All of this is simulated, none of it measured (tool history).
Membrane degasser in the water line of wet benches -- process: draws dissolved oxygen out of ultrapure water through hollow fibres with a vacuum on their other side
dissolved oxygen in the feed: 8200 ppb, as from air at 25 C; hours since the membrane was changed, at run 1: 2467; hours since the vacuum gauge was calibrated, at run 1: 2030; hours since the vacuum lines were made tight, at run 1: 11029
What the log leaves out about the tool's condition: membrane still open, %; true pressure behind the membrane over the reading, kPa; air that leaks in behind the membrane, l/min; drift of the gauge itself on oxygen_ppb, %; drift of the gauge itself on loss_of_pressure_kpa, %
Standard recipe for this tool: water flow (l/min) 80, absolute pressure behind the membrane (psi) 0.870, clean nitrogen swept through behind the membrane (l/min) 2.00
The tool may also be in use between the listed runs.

run	hour	water flow (l/min)	absolute pressure behind the membrane (psi)	clean nitrogen swept through behind the membrane (l/min)	hours since the membrane was changed	hours since the vacuum gauge was calibrated	hours since the vacuum lines were made tight	dissolved oxygen in the water behind the degasser (ppb)	pressure that the water loses in the fibres (psi)
1	0.0	80	0.870	2.00	2467	2030	11029	222.3	4.348
2	47.7	80	0.870	2.00	2514	2078	11077	224.1	4.369
# hour 78.9: seals of the vacuum lines changed
3	118.2	80	0.870	2.00	2583	2146	39	223.3	4.405
4	174.6	54	0.870	2.00	2639	2203	96	160.7	2.941
5	205.1	54	0.870	2.00	2670	2233	126	161.4	2.991
6	242.8	54	0.870	2.00	2707	2271	164	160.6	3.011
7	294.3	54	1.091	1.31	2759	2322	215	342.8	2.976
8	357.8	93	0.870	2.00	2822	2386	279	250.0	5.197
9	413.8	106	1.104	0.91	2878	2442	335	711.4	5.925
10	456.1	106	1.104	4.65	2921	2484	377	222.0	5.913

Expected results for the next run?
11	505.4	106	1.104	4.65	2970	2533	427	?	?

Run 11 produced dissolved oxygen in the water behind the degasser (ppb) 222.8, pressure that the water loses in the fibres (psi) 5.935.
Minus the tool's unlogged condition, the same run would have read dissolved oxygen in the water behind the degasser (ppb) 222.8, pressure that the water loses in the fibres (psi) 5.800.

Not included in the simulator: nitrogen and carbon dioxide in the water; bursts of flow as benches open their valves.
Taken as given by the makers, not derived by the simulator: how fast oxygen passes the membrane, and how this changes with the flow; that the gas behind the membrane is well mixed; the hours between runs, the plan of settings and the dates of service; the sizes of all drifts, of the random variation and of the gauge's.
